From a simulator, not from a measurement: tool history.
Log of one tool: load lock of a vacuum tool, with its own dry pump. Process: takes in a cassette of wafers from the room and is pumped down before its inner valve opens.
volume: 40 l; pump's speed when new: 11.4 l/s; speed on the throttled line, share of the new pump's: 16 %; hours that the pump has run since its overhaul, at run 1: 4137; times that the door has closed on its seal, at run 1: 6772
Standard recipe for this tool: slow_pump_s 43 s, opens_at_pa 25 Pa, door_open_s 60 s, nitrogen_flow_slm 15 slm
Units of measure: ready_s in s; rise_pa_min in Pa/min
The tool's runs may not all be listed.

run,hour,slow_pump_s,opens_at_pa,door_open_s,nitrogen_flow_slm,hours that the pump has run since its overhaul,times that the door has closed on its seal,"incoming humidity of the room's air, %",ready_s,rise_pa_min
1,0,43,25,60,15,4137,6772,49.2,67.8,0.061
2,303.9,43,25,60,15,4441,7938,44.1,68.3,0.064
3,598.6,43,44,60,15,4736,9069,46.2,65.5,0.067
4,981.7,43,25,60,15,5119,10540,42.7,68.7,0.076
5,1203.1,43,25,60,15,5341,11390,42.5,68.7,0.077
6,1501.8,43,25,151,15,5639,12536,44.3,68.4,0.111
7,1993.7,43,25,151,15,6131,14424,45.8,68.7,0.119
8,2284.9,34,25,60,15,6422,15542,42.2,62.3,0.11
9,2510.2,43,25,60,15,6648,16407,43.5,69,0.119
10,2896.6,43,25,60,15,7034,17890,44,69,0.135
11,3175.7,43,25,60,15,7313,18961,45,70,0.147
12,3550.9,43,25,60,15,7688,20401,43.4,69.4,0.152
13,4075.2,52,25,60,15,8213,22414,43.6,77.6,0.176
14,4378.9,38,25,60,15,8516,23579,45.2,66.6,0.202
15,4666.3,43,22,60,15,8804,24683,43.6,71.3,0.206
# hour 5017.7: dry pump taken out, an overhauled one fitted
16,5053.5,43,25,30,9,36,26146,44.2,65.5,0.229
17,5532.3,43,25,30,9,515,27984,46.6,65.8,0.252
18,5776.8,57,21,30,9,759,28922,40.6,78.2,0.27
# hour 5822.7: door's seal changed, seat wiped
19,6175.3,47,49,172,6,1156,1354,45.7,67.4,0.072
20,6520.6,47,49,118,6,1501,2679,47.3,67.7,0.063
21,7010.8,66,34,138,16,1992,4561,45,84.8,0.055
22,7437.5,66,19,138,16,2418,6199,42.5,86.9,0.056
23,7946.3,66,44,138,27,2927,8151,44.4,84,0.059
24,8355.4,66,44,138,27,3336,9722,47.3,83.6,0.073
25,8582.2,67,35,138,27,3563,10592,42.8,85.5,0.077
26,8855,67,35,138,27,3836,11639,46.1,86.9,0.086
27,9349.6,58,34,62,5,4330,13538,44.4,79.2,0.111
28,9756.5,23,40,45,9,4737,15100,41.5,50.3,0.11

4 ways to go on from here, each from the tool as it stands after run 28. What would each give?
A,10092,23,40,49,25,5073,16387,45.4,?,?
B,10092,25,43,57,15,5073,16387,44.7,?,?
C,10092,23,32,159,33,5073,16387,44.6,?,?
D,10092,43,25,50,40,5073,16387,45,?,?

run,ready_s,rise_pa_min
A,50.6,0.114
B,51.7,0.12
C,51.4,0.128
D,68.7,0.111
Stripped of hidden state, with their random variation kept, the same runs would have yielded:
run,ready_s,rise_pa_min
A,46.9,0.014
B,48.2,0.021
C,47.6,0.03
D,65.4,0.012

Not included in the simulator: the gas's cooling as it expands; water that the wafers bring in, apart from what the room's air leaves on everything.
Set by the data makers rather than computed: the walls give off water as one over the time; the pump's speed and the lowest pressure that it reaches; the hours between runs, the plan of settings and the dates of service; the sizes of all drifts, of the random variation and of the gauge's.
